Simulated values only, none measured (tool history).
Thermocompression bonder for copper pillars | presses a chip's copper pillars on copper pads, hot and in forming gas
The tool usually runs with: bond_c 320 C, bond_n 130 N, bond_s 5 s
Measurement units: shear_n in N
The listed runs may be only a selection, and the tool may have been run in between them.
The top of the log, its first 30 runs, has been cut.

{"run": 31, "hour": 717.9, "bond_c": 299, "bond_n": 107, "bond_s": 5, "shear_n": 41.3}
{"hour": 724.7, "done": "forming gas filter changed"}
{"run": 32, "hour": 748.4, "bond_c": 299, "bond_n": 107, "bond_s": 5, "shear_n": 41.7}
{"run": 33, "hour": 773.2, "bond_c": 327, "bond_n": 130, "bond_s": 5, "shear_n": 68.2}
{"run": 34, "hour": 798.4, "bond_c": 345, "bond_n": 112, "bond_s": 5, "shear_n": 67.8}
{"run": 35, "hour": 817.4, "bond_c": 298, "bond_n": 90, "bond_s": 5, "shear_n": 33.3}
{"run": 36, "hour": 846.4, "bond_c": 333, "bond_n": 142, "bond_s": 3, "shear_n": 64.9}
{"run": 37, "hour": 864.1, "bond_c": 323, "bond_n": 91, "bond_s": 6, "shear_n": 47.2}
{"run": 38, "hour": 882.6, "bond_c": 293, "bond_n": 84, "bond_s": 8, "shear_n": 35.1}
{"run": 39, "hour": 907.0, "bond_c": 335, "bond_n": 121, "bond_s": 4, "shear_n": 62.3}
{"run": 40, "hour": 928.2, "bond_c": 348, "bond_n": 175, "bond_s": 9, "shear_n": 121.5}
{"run": 41, "hour": 951.6, "bond_c": 348, "bond_n": 175, "bond_s": 7, "shear_n": 114.4}

What if the next run were any one of these 3? Each begins from the tool's condition after run 41:
{"run": "A", "hour": 974.4, "bond_c": 348, "bond_n": 110, "bond_s": 12, "shear_n": "?"}
{"run": "B", "hour": 974.4, "bond_c": 341, "bond_n": 174, "bond_s": 5, "shear_n": "?"}
{"run": "C", "hour": 974.4, "bond_c": 322, "bond_n": 111, "bond_s": 14, "shear_n": "?"}

run=A shear_n=91.6
run=B shear_n=99.9
run=C shear_n=80.3
Take away the tool's hidden state, keep each run's random variation, and the runs would have read:
run=A shear_n=91.5
run=B shear_n=99.8
run=C shear_n=80.2
